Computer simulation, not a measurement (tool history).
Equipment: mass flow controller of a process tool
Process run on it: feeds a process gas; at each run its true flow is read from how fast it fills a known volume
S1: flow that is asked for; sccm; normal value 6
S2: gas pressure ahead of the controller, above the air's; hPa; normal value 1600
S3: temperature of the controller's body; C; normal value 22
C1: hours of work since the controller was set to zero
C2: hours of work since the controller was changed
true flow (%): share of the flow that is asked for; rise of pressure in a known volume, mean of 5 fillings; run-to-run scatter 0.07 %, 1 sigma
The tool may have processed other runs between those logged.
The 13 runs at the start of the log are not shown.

Run 14, hour 4663.8: usual settings but S2 1800 hPa; C1 6006; C2 6006. Result: true flow (%) 97.39.
Run 15, hour 4980.2: usual settings but S2 1800 hPa; C1 6119; C2 6119. Result: true flow (%) 97.08.
Run 16, hour 5200.3: usual settings but S2 1800 hPa; C1 6198; C2 6198. Result: true flow (%) 97.22.
Run 17, hour 5639.4: usual settings but S3 35 C; C1 6355; C2 6355. Result: true flow (%) 98.35.
Run 18, hour 6060.6: usual settings but S3 35 C; C1 6505; C2 6505. Result: true flow (%) 98.28.
Run 19, hour 6344: usual settings but S3 35 C; C1 6606; C2 6606. Result: true flow (%) 98.32.
Run 20, hour 6707.6: usual settings but S1 4 sccm, S2 1440 hPa; C1 6736; C2 6736. Result: true flow (%) 96.75.
Run 21, hour 6989.4: usual settings but S1 3 sccm, S2 1820 hPa, S3 31 C; C1 6837; C2 6837. Result: true flow (%) 97.36.
Run 22, hour 7373.9: usual settings but S1 4 sccm, S2 1450 hPa, S3 29 C; C1 6974; C2 6974. Result: true flow (%) 97.19.
Run 23, hour 7738.9: usual settings but S1 4 sccm, S2 1450 hPa, S3 29 C; C1 7104; C2 7104. Result: true flow (%) 97.34.
Run 24, hour 8122.7: usual settings but S1 20 sccm; C1 7241; C2 7241. Result: true flow (%) 98.23.
At hour 8293.8: controller's zero set anew.
Run 25, hour 8389.5: usual settings but S2 1950 hPa; C1 34; C2 7336. Result: true flow (%) 96.51.
At hour 8611.6: gauge calibrated.
Run 26, hour 8723.5: usual settings but S2 1580 hPa; C1 153; C2 7455. Result: true flow (%) 98.27.
Run 27, hour 8909.7: usual settings but S1 17 sccm, S2 1500 hPa, S3 24 C; C1 220; C2 7522. Result: true flow (%) 99.7.
Run 28, hour 9298.5: usual settings but S1 17 sccm, S2 1500 hPa, S3 24 C; C1 359; C2 7661. Result: true flow (%) 99.56.
Run 29, hour 9596.9: usual settings but S1 17 sccm, S2 1500 hPa, S3 24 C; C1 465; C2 7767. Result: true flow (%) 99.6.
Run 30, hour 9976.4: usual settings but S1 9 sccm, S2 1950 hPa, S3 29 C; C1 601; C2 7903. Result: true flow (%) 98.96.
Run 31, hour 10309.7: usual settings but S1 2 sccm, S2 1670 hPa, S3 38 C; C1 720; C2 8022. Result: true flow (%) 99.13.
Run 32, hour 10519.7: usual settings but S1 7 sccm, S2 1970 hPa, S3 26 C; C1 795; C2 8096. Result: true flow (%) 98.34.
Run 33, hour 10953.4: usual settings but S1 10 sccm, S2 2040 hPa, S3 32 C; C1 949; C2 8251. Result: true flow (%) 99.18.
Run 34, hour 11190: usual settings but S1 10 sccm, S2 2040 hPa, S3 32 C; C1 1034; C2 8336. Result: true flow (%) 98.92.
Run 35, hour 11378.8: usual settings but S1 8 sccm, S3 21 C; C1 1101; C2 8403. Result: true flow (%) 97.79.
Run 36, hour 11768.8: usual settings but S1 8 sccm, S3 21 C; C1 1240; C2 8542. Result: true flow (%) 97.76.

Consider 4 possible next runs. They are alternatives, not a sequence: every one starts from the tool as it was left by run 36. What does each give?
Run A, hour 12029.9: usual settings but S1 3 sccm, S2 1610 hPa, S3 29 C; C1 1334; C2 8636. Result: true flow (%) ?.
Run B, hour 12029.9: usual settings but S1 19 sccm, S2 2110 hPa, S3 29 C; C1 1334; C2 8636. Result: true flow (%) ?.
Run C, hour 12029.9: usual settings but S2 1940 hPa, S3 23 C; C1 1334; C2 8636. Result: true flow (%) ?.
Run D, hour 12029.9: usual settings but S1 4 sccm, S2 2020 hPa, S3 25 C; C1 1334; C2 8636. Result: true flow (%) ?.

run  true flow (%)
  A          98.01
  B          99.48
  C           97.6
  D          97.55
Without the tool's unlogged condition, the same runs would have read:
run  true flow (%)
  A          98.72
  B         100.21
  C          98.31
  D          98.26
